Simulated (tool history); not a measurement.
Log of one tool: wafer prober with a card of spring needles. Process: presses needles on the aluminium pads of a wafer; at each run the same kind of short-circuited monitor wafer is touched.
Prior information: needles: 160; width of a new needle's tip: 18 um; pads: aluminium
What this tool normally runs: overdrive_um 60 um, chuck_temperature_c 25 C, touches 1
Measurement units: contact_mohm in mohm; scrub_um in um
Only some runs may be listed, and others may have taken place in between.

run	hour	overdrive_um	chuck_temperature_c	touches	contact_mohm	scrub_um
1	0	60	25	1	296	10.65
# hour 22.5: tips cleaned on abrasive film
2	46.7	60	25	1	407	10.62
# hour 53: tips cleaned on abrasive film
3	81.2	60	25	1	370	10.66
# hour 87.1: tips cleaned on abrasive film
4	108.6	60	25	1	357	10.66
# hour 120.4: tips cleaned on abrasive film
5	149.2	60	25	1	376	10.62
# hour 152.7: tips cleaned on abrasive film
# hour 184.4: tips cleaned on abrasive film
6	196.2	60	25	1	326	10.65
# hour 217.3: tips cleaned on abrasive film
# hour 222.7: tips cleaned on abrasive film, once more
7	242.9	60	25	1	350	10.61
# hour 255: tips cleaned on abrasive film
8	273.8	60	36	1	353	10.58
# hour 288.6: tips cleaned on abrasive film
# hour 319.4: tips cleaned on abrasive film
9	327.8	60	36	1	313	10.6
# hour 353.7: tips cleaned on abrasive film
10	363.2	60	25	1	316	10.55
# hour 385.6: tips cleaned on abrasive film
# hour 416.3: tips cleaned on abrasive film
11	419.8	60	25	1	274	10.52
# hour 448.8: tips cleaned on abrasive film
12	457.5	60	25	1	310	10.48
# hour 481: tips cleaned on abrasive film
# hour 514.3: tips cleaned on abrasive film
13	518.4	60	37	1	289	10.48
# hour 548.7: tips cleaned on abrasive film
# hour 580.5: tips cleaned on abrasive film
14	585.8	60	25	1	281	10.46
# hour 604.1: height of the first contact set anew
# hour 613.9: tips cleaned on abrasive film
15	627.5	80	48	3	245	14.34
# hour 646.1: tips cleaned on abrasive film
# hour 677.2: tips cleaned on abrasive film
16	693.7	80	48	3	250	14.34
# hour 710.4: tips cleaned on abrasive film
17	727.6	80	48	3	250	14.26
# hour 743.8: tips cleaned on abrasive film
# hour 779.8: tips cleaned on abrasive film
18	782.3	70	29	1	251	12.47
# hour 813: tips cleaned on abrasive film
19	842.6	70	29	2	295	12.48
# hour 848: tips cleaned on abrasive film
20	870.6	48	57	1	444	8.49
# hour 878.8: tips cleaned on abrasive film
21	901.9	54	58	1	402	9.56
# hour 910.4: tips cleaned on abrasive film
# hour 943.1: tips cleaned on abrasive film
22	954.6	54	51	1	350	9.54
# hour 976.7: tips cleaned on abrasive film
23	989.7	51	116	3	309	9.07
# hour 1007.2: tips cleaned on abrasive film
24	1036.2	51	36	1	451	9.01
# hour 1042.1: tips cleaned on abrasive film
25	1066.8	51	36	1	444	8.92
# hour 1076.4: tips cleaned on abrasive film
# hour 1107.9: tips cleaned on abrasive film
26	1125.6	51	37	3	299	8.99
# hour 1139.4: tips cleaned on abrasive film
27	1158.8	59	48	1	366	10.39

Predict each of these 3 candidate next runs independently; none follows another, all start after run 27:
# hour 1171.7: tips cleaned on abrasive film
A	1197.5	67	54	3	?	?
# hour 1171.7: tips cleaned on abrasive film
B	1197.5	60	107	1	?	?
# hour 1171.7: tips cleaned on abrasive film
C	1197.5	77	63	2	?	?

run	contact_mohm	scrub_um
A	270	11.77
B	390	10.56
C	286	13.59
Without the tool's hidden state the same runs would have given:
run	contact_mohm	scrub_um
A	224	12.02
B	247	10.8
C	228	13.84
